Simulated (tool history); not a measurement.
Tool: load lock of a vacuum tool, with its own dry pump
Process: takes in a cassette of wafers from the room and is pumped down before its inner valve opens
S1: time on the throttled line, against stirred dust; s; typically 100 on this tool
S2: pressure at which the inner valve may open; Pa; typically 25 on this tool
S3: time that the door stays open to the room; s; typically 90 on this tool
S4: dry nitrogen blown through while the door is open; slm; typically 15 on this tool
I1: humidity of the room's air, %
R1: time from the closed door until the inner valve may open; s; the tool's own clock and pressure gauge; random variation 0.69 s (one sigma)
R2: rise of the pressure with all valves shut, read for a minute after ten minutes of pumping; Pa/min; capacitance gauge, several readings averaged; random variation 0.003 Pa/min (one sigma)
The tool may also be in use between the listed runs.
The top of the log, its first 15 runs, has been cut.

{"run": 16, "hour": 3301.1, "S1": 100, "S2": 25, "S3": 90, "S4": 32, "I1": 43.3, "R1": 135.5, "R2": 0.04}
{"run": 17, "hour": 3586.9, "S1": 100, "S2": 25, "S3": 90, "S4": 42, "I1": 43.6, "R1": 135.9, "R2": 0.032}
{"run": 18, "hour": 3823.2, "S1": 100, "S2": 25, "S3": 90, "S4": 42, "I1": 44.7, "R1": 135.8, "R2": 0.038}
{"run": 19, "hour": 4051.2, "S1": 100, "S2": 25, "S3": 90, "S4": 42, "I1": 44.6, "R1": 135.1, "R2": 0.037}
{"run": 20, "hour": 4288.8, "S1": 63, "S2": 31, "S3": 100, "S4": 7, "I1": 45.1, "R1": 102.4, "R2": 0.076}
{"run": 21, "hour": 4570.3, "S1": 100, "S2": 25, "S3": 82, "S4": 15, "I1": 42.4, "R1": 135.5, "R2": 0.051}
{"run": 22, "hour": 4840.4, "S1": 107, "S2": 27, "S3": 90, "S4": 15, "I1": 42.9, "R1": 141.9, "R2": 0.06}
{"run": 23, "hour": 5065.0, "S1": 50, "S2": 39, "S3": 30, "S4": 44, "I1": 48.9, "R1": 90.2, "R2": 0.03}
{"run": 24, "hour": 5254.0, "S1": 53, "S2": 25, "S3": 90, "S4": 9, "I1": 43.7, "R1": 96.6, "R2": 0.069}
{"run": 25, "hour": 5487.2, "S1": 53, "S2": 25, "S3": 90, "S4": 9, "I1": 43.4, "R1": 95.2, "R2": 0.075}
{"run": 26, "hour": 5693.5, "S1": 53, "S2": 25, "S3": 90, "S4": 9, "I1": 42.7, "R1": 96.1, "R2": 0.067}
{"run": 27, "hour": 5909.3, "S1": 100, "S2": 19, "S3": 92, "S4": 15, "I1": 45.2, "R1": 137.3, "R2": 0.059}
{"run": 28, "hour": 6074.9, "S1": 83, "S2": 27, "S3": 90, "S4": 15, "I1": 45.3, "R1": 120.6, "R2": 0.07}
{"run": 29, "hour": 6218.6, "S1": 56, "S2": 27, "S3": 52, "S4": 15, "I1": 41.9, "R1": 98.1, "R2": 0.057}
{"hour": 6332.6, "done": "dry pump taken out, an overhauled one fitted"}
{"run": 30, "hour": 6474.2, "S1": 56, "S2": 41, "S3": 61, "S4": 11, "I1": 48.3, "R1": 91.8, "R2": 0.062}
{"run": 31, "hour": 6660.7, "S1": 100, "S2": 25, "S3": 90, "S4": 11, "I1": 44.8, "R1": 133.4, "R2": 0.07}
{"run": 32, "hour": 6924.8, "S1": 100, "S2": 25, "S3": 90, "S4": 11, "I1": 48.4, "R1": 131.1, "R2": 0.079}
{"run": 33, "hour": 7222.0, "S1": 155, "S2": 25, "S3": 90, "S4": 18, "I1": 46.2, "R1": 181.9, "R2": 0.062}
{"run": 34, "hour": 7360.5, "S1": 155, "S2": 25, "S3": 90, "S4": 18, "I1": 46.3, "R1": 181.4, "R2": 0.062}

4 ways to go on from here, each from the tool as it stands after run 34. What would each give?
{"run": "A", "hour": 7524.2, "S1": 155, "S2": 32, "S3": 90, "S4": 18, "I1": 46.1, "R1": "?", "R2": "?"}
{"run": "B", "hour": 7524.2, "S1": 167, "S2": 25, "S3": 196, "S4": 18, "I1": 42.9, "R1": "?", "R2": "?"}
{"run": "C", "hour": 7524.2, "S1": 155, "S2": 25, "S3": 90, "S4": 7, "I1": 43.2, "R1": "?", "R2": "?"}
{"run": "D", "hour": 7524.2, "S1": 100, "S2": 19, "S3": 90, "S4": 13, "I1": 44.8, "R1": "?", "R2": "?"}

run=A R1=178.9 R2=0.069
run=B R1=189.9 R2=0.082
run=C R1=181.3 R2=0.078
run=D R1=135.6 R2=0.071
The same runs, with their run-to-run variation unchanged, on a tool lacking any hidden condition would have given:
run=A R1=178.4 R2=0.044
run=B R1=189.4 R2=0.056
run=C R1=180.7 R2=0.052
run=D R1=134.8 R2=0.045
